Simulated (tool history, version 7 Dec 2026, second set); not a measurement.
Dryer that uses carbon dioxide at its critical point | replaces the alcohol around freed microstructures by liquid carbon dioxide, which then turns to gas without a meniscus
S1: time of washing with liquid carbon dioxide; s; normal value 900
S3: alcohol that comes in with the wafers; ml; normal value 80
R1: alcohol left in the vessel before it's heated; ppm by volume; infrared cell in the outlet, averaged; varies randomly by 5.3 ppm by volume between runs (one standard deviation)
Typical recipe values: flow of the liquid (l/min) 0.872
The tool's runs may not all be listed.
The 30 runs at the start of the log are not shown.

Run 31, hour 454.9: usual settings but S1 1440 s, S3 81 ml. Result: R1 44 ppm by volume.
Run 32, hour 468.0: usual settings but S1 1440 s, S3 81 ml. Result: R1 27 ppm by volume.
Run 33, hour 483.8: usual settings but flow of the liquid (l/min) 1.316, S3 108 ml. Result: R1 53 ppm by volume.
Run 34, hour 505.1: usual settings but S1 1380 s, flow of the liquid (l/min) 1.244, S3 59 ml. Result: R1 38 ppm by volume.
Run 35, hour 519.4: usual settings but S1 1260 s, flow of the liquid (l/min) 1.244, S3 38 ml. Result: R1 32 ppm by volume.
Run 36, hour 540.1: usual settings but flow of the liquid (l/min) 0.597. Result: R1 947 ppm by volume.
Run 37, hour 549.3: usual settings but S1 1320 s, flow of the liquid (l/min) 1.290, S3 35 ml. Result: R1 28 ppm by volume.
At hour 565.7: inlet filter changed.
Run 38, hour 566.8: usual settings but S1 1320 s, flow of the liquid (l/min) 1.290, S3 35 ml. Result: R1 40 ppm by volume.
Run 39, hour 586.1: usual settings but S1 1320 s, flow of the liquid (l/min) 1.290, S3 35 ml. Result: R1 48 ppm by volume.
Run 40, hour 606.2: usual settings but S1 960 s, flow of the liquid (l/min) 0.793, S3 49 ml. Result: R1 130 ppm by volume.
Run 41, hour 624.3: usual settings but S1 960 s, flow of the liquid (l/min) 0.793, S3 49 ml. Result: R1 138 ppm by volume.
Run 42, hour 642.1: usual settings but S1 960 s, flow of the liquid (l/min) 0.793, S3 49 ml. Result: R1 126 ppm by volume.
Run 43, hour 662.2: usual settings but flow of the liquid (l/min) 1.202, S3 44 ml. Result: R1 56 ppm by volume.
Run 44, hour 682.4: usual settings but flow of the liquid (l/min) 1.074, S3 28 ml. Result: R1 64 ppm by volume.
Run 45, hour 701.5: usual settings but flow of the liquid (l/min) 1.074, S3 28 ml. Result: R1 53 ppm by volume.
Run 46, hour 723.0: usual settings but flow of the liquid (l/min) 0.960. Result: R1 114 ppm by volume.

What if the next run were any one of these 4? Each begins from the tool's condition after run 46:
Run A, hour 744.5: usual settings but S1 720 s, flow of the liquid (l/min) 0.960, S3 105 ml. Result: R1 ?.
Run B, hour 744.5: usual settings but S1 780 s, flow of the liquid (l/min) 0.960. Result: R1 ?.
Run C, hour 744.5: usual settings but S1 540 s, flow of the liquid (l/min) 0.960, S3 108 ml. Result: R1 ?.
Run D, hour 744.5: usual settings but S3 118 ml. Result: R1 ?.

run    R1
  A   377
  B   215
  C  1287
  D   229
Without the tool's hidden state the same runs would have given:
run    R1
  A   302
  B   154
  C  1154
  D   164

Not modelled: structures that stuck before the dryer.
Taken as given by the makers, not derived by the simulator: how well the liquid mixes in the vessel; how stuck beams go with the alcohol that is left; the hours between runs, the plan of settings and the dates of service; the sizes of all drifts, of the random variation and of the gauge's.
